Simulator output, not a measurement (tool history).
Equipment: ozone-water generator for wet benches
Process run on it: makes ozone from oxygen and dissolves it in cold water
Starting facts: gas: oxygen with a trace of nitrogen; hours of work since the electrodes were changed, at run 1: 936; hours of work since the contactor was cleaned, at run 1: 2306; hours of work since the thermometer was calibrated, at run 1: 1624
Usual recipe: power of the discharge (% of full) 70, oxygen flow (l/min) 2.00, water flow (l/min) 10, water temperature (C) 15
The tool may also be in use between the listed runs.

run      day  power of the discharge (% of full)  oxygen flow (l/min)  water flow (l/min)  water temperature (C)  hours of work since the electrodes were changed  hours of work since the contactor was cleaned  hours of work since the thermometer was calibrated  dissolved ozone (ppm)  ozone in the gas ahead of the water (g/m3)
  1    0.000                                  70                 2.00                  10                     15                                              936                                           2306                                                1624                   14.8                                       193.9
  2    4.667                                  70                 2.00                  10                      9                                             1008                                           2377                                                1696                   15.5                                       191.5
  3   10.929                                  70                 2.00                  10                      9                                             1104                                           2473                                                1792                   15.2                                       191.9
  4   17.446                                  70                 2.00                  10                      9                                             1204                                           2573                                                1892                   15.3                                       191.4
  5   20.779                                  70                 2.00                  10                     10                                             1255                                           2625                                                1943                   15.2                                       189.2
  6   26.008                                  70                 2.00                  10                     10                                             1335                                           2705                                                2023                   15.1                                       189.9
  7   32.904                                  70                 2.00                  10                     10                                             1441                                           2810                                                2129                   15.1                                       188.1
  8   39.283                                  70                 1.61                  10                     15                                             1539                                           2908                                                2227                   13.4                                       206.6
  9   44.208                                  70                 1.61                  10                     15                                             1614                                           2984                                                2302                   13.4                                       203.9
 10   48.162                                  42                 1.61                  10                     15                                             1675                                           3044                                                2363                    9.8                                       147.1
 11   54.054                                  70                 2.00                  10                     15                                             1765                                           3135                                                2453                   13.8                                       184.9
 12   59.838                                  70                 2.00                  10                     15                                             1854                                           3223                                                2542                   13.8                                       182.8
 13   67.833                                  70                 2.00                  10                     15                                             1976                                           3346                                                2664                   13.6                                       181.2
 14   74.375                                  70                 2.00                  10                     15                                             2077                                           3446                                                2765                   13.6                                       182.9
 15   80.288                                  70                 2.00                  10                     15                                             2167                                           3537                                                2855                   13.3                                       180.0
 16   84.321                                  70                 2.00                  10                     15                                             2229                                           3599                                                2917                   13.3                                       181.4
 17   90.858                                  57                 2.00                  11                      7                                             2329                                           3699                                                3017                   11.3                                       157.7
 18   96.300                                  70                 2.97                  10                     10                                             2413                                           3783                                                3101                   15.1                                       149.4
 19  103.346                                  58                 2.00                  13                     15                                             2521                                           3891                                                3209                    8.7                                       159.2
 20  107.212                                  58                 2.00                   7                     15                                             2580                                           3950                                                3268                   16.6                                       157.6
 21  112.442                                  70                 3.44                  16                     15                                             2660                                           4030                                                3348                    8.5                                       140.1
 22  120.067                                  70                 3.44                  16                     15                                             2777                                           4147                                                3465                    8.5                                       137.9
     120.433  -- water thermometer calibrated
 23  128.204                                  70                 3.44                  16                     15                                             2902                                           4272                                                 119                    8.4                                       135.5
     129.042  -- contactor cleaned
 24  132.742                                  70                 3.44                  14                     20                                             2969                                             57                                                 186                    9.9                                       135.5
 25  140.638                                  43                 3.44                   6                     20                                             3090                                            178                                                 307                   14.7                                       100.6
 26  146.117                                  57                 2.29                  16                     14                                             3174                                            262                                                 391                    7.2                                       144.1
 27  153.129                                  68                 2.59                   6                     11                                             3281                                            369                                                 499                   23.1                                       150.0
 28  156.700                                  44                 2.00                  10                     11                                             3336                                            424                                                 554                   10.6                                       128.6
 29  162.792                                  68                 1.25                  12                     15                                             3430                                            518                                                 647                    9.2                                       201.9
     167.004  -- water thermometer calibrated, once more
 30  168.142                                  68                 1.25                  12                     15                                             3511                                            599                                                  17                    9.4                                       201.9
 31  174.354                                  88                 2.99                  12                     15                                             3607                                            695                                                 113                   13.1                                       160.4
 32  178.754                                  88                 2.99                  12                     15                                             3674                                            762                                                 180                   13.0                                       159.8

Consider 3 possible next runs. They are alternatives, not a sequence: every one starts from the tool as it was left by run 32. What does each give?
  A  183.171                                  48                 2.00                   9                     15                                             3742                                            830                                                 248                      ?                                           ?
  B  183.171                                  41                 1.16                  10                     11                                             3742                                            830                                                 248                      ?                                           ?
  C  183.171                                  73                 2.99                  12                     15                                             3742                                            830                                                 248                      ?                                           ?

run  dissolved ozone (ppm)  ozone in the gas ahead of the water (g/m3)
  A                   11.6                                       134.5
  B                    8.4                                       156.8
  C                   11.8                                       144.0
Take away the tool's hidden state, keep each run's random variation, and the runs would have read:
run  dissolved ozone (ppm)  ozone in the gas ahead of the water (g/m3)
  A                   13.7                                       156.8
  B                    9.8                                       179.3
  C                   14.7                                       177.0

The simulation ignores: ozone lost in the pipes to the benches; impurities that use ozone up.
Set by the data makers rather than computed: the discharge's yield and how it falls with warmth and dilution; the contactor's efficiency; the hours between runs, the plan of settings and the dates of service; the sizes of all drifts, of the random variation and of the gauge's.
